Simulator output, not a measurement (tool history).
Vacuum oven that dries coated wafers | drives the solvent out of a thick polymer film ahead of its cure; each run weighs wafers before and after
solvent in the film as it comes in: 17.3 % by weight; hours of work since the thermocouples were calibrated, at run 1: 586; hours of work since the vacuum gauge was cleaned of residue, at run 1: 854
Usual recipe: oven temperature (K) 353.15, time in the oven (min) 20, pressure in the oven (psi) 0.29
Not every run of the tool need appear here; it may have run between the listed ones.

run    hour  oven temperature (K)  time in the oven (min)  pressure in the oven (psi)  hours of work since the thermocouples were calibrated  hours of work since the vacuum gauge was cleaned of residue  solvent left in the film (%)
  1       0                353.15                      20                        0.29                                                    586                                                          854                          2.76
  2    46.2                353.15                      20                        0.29                                                    615                                                          883                          2.75
  3    79.5                353.15                      20                        0.29                                                    635                                                          903                          2.76
  4   141.3                358.15                      20                        0.29                                                    674                                                          942                          1.85
  5   203.7                358.15                      28                        0.29                                                    713                                                          981                          1.26
  6   265.2                353.15                      20                       0.722                                                    751                                                         1019                          3.96
  7   302.6                353.15                      20                       0.722                                                    774                                                         1042                          3.96
      309.6  -- oven's thermocouples calibrated
  8   346.2                353.15                      14                        0.29                                                     23                                                         1068                          4.02
  9   400.3                353.15                      18                        0.29                                                     57                                                         1102                          2.98
 10   442.8                353.15                      20                        0.29                                                     83                                                         1128                          2.62
 11     485                353.15                      20                       0.598                                                    109                                                         1155                          3.47
 12   529.3                353.15                      20                       0.598                                                    137                                                         1182                           3.5
 13   559.6                353.15                      20                        0.29                                                    156                                                         1201                          2.61
      606.1  -- oven's thermocouples calibrated, once more
 14   609.7                365.15                      28                        0.48                                                      2                                                         1231                          1.28
 15   639.3                353.15                      23                        0.29                                                     21                                                         1249                          2.55
 16   695.6                353.15                      23                       0.278                                                     56                                                         1284                          2.53
 17   752.6                349.15                      11                       0.321                                                     91                                                         1320                          6.73
 18   802.3                349.15                      11                       0.321                                                    122                                                         1351                          6.71
 19   853.2                351.15                      20                        1.12                                                    154                                                         1383                             6
      880.8  -- vacuum gauge cleaned of residue and calibrated
 20   892.9                351.15                      20                        1.12                                                    178                                                            8                          5.69
 21   949.9                343.15                      12                       0.206                                                    213                                                           43                          7.28
 22     976                353.15                      17                        0.29                                                    229                                                           59                          3.33
 23  1016.4                353.15                      17                        0.29                                                    255                                                           84                           3.3
 24  1064.2                353.15                      17                        0.29                                                    284                                                          114                          3.28
 25  1124.2                353.15                      17                        0.29                                                    322                                                          152                          3.31

Alternative continuations, all from the tool just after run 25; predict every row:
  A  1167.6                354.15                      18                        0.29                                                    349                                                          179                             ?
  B  1167.6                363.15                      13                       0.924                                                    349                                                          179                             ?
  C  1167.6                344.15                      17                        0.29                                                    349                                                          179                             ?
  D  1167.6                353.15                      20                       0.215                                                    349                                                          179                             ?
  E  1167.6                353.15                      17                       0.515                                                    349                                                          179                             ?

run  solvent left in the film (%)
  A                          2.83
  B                          3.55
  C                          5.64
  D                          2.44
  E                          3.97
Stripped of hidden state, with their random variation kept, the same runs would have yielded:
run  solvent left in the film (%)
  A                          2.97
  B                           3.7
  C                          5.82
  D                          2.57
  E                          4.13

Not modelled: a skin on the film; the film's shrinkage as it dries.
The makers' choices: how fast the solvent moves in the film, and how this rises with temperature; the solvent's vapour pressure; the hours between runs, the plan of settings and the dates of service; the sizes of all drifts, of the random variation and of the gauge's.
